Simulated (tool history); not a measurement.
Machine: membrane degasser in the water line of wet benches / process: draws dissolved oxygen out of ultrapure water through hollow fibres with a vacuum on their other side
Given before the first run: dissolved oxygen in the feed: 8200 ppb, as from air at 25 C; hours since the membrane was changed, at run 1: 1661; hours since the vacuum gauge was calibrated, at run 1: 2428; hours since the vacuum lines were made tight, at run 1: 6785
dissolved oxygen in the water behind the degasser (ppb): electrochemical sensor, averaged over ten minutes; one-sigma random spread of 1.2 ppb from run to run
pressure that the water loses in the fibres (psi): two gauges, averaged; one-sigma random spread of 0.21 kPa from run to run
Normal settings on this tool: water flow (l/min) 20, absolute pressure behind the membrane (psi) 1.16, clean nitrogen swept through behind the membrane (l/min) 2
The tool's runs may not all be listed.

run	hour	water flow (l/min)	absolute pressure behind the membrane (psi)	clean nitrogen swept through behind the membrane (l/min)	hours since the membrane was changed	hours since the vacuum gauge was calibrated	hours since the vacuum lines were made tight	dissolved oxygen in the water behind the degasser (ppb)	pressure that the water loses in the fibres (psi)
1	0	20	1.16	2	1661	2428	6785	117.6	7.506
2	50.6	20	1.16	2	1712	2479	6835	116.8	7.413
3	81.6	31	1.16	2	1743	2510	6866	180.7	11.584
4	109.8	20	1.227	2	1771	2538	6895	131.1	7.451
5	134	20	1.666	2	1795	2562	6919	199.3	7.449
6	184.9	20	1.666	2	1846	2613	6970	202.4	7.541
7	233.6	20	1.666	2	1895	2662	7018	199.5	7.514
8	266	20	1.666	2	1927	2694	7051	199.7	7.482
9	299.1	20	1.666	2	1960	2727	7084	200.1	7.484
10	341.3	20	1.643	2	2002	2769	7126	193.6	7.481
11	385.8	20	1.16	2	2047	2814	7171	118.8	7.539
12	415.3	20	1.16	2	2076	2843	7200	117.8	7.477
13	462.6	20	1.16	2	2124	2891	7247	118.5	7.459
14	495.8	20	1.16	2	2157	2924	7281	115.7	7.565
15	523.5	20	1.16	2	2185	2952	7308	118.3	7.456
16	555	20	1.16	3.18	2216	2983	7340	78.8	7.517
17	583.5	14	1.073	0.87	2244	3012	7368	159.2	5.261
18	630	16	1.791	1.2	2291	3058	7415	279.9	6.005
19	665.3	16	1.791	1.2	2326	3093	7450	283.6	5.981
20	710	15	1.185	1.67	2371	3138	7495	110.1	5.668
21	738	15	1.185	1.67	2399	3166	7523	109.1	5.627
22	789.8	20	0.748	1.49	2451	3218	7575	67.4	7.552
23	819.9	24	1.16	2.23	2481	3248	7605	130.1	9.017
24	848.7	24	0.953	1.97	2510	3277	7633	104	9.075
25	897.5	24	1.278	1.97	2558	3326	7682	167.9	9.049
26	929.4	24	1.278	1.97	2590	3357	7714	167.5	9.027
27	969.1	24	1.278	1.97	2630	3397	7754	168.9	9.056
28	991.1	18	1.018	1.88	2652	3419	7776	92.8	6.744
29	1043.1	20	0.701	2.92	2704	3471	7828	32.1	7.526
30	1078.2	20	0.701	2.92	2739	3506	7863	33.1	7.548
31	1117.6	14	0.986	1.09	2779	3546	7902	112.9	5.319
32	1158.5	28	1.16	0.83	2819	3587	7943	343.1	10.582

Here are 4 independent what-if runs from the current tool condition. What would each one return?
A	1182.2	15	0.745	2	2843	3610	7967	?	?
B	1182.2	13	1.601	1.72	2843	3610	7967	?	?
C	1182.2	14	2.221	3.28	2843	3610	7967	?	?
D	1182.2	17	1.965	2.35	2843	3610	7967	?	?

run	dissolved oxygen in the water behind the degasser (ppb)	pressure that the water loses in the fibres (psi)
A	38.2	5.671
B	142.3	4.863
C	130.9	5.263
D	184.9	6.448
Without the tool's hidden state the same runs would have given:
run	dissolved oxygen in the water behind the degasser (ppb)	pressure that the water loses in the fibres (psi)
A	34.7	5.553
B	136.6	4.763
C	126.3	5.155
D	179.1	6.316

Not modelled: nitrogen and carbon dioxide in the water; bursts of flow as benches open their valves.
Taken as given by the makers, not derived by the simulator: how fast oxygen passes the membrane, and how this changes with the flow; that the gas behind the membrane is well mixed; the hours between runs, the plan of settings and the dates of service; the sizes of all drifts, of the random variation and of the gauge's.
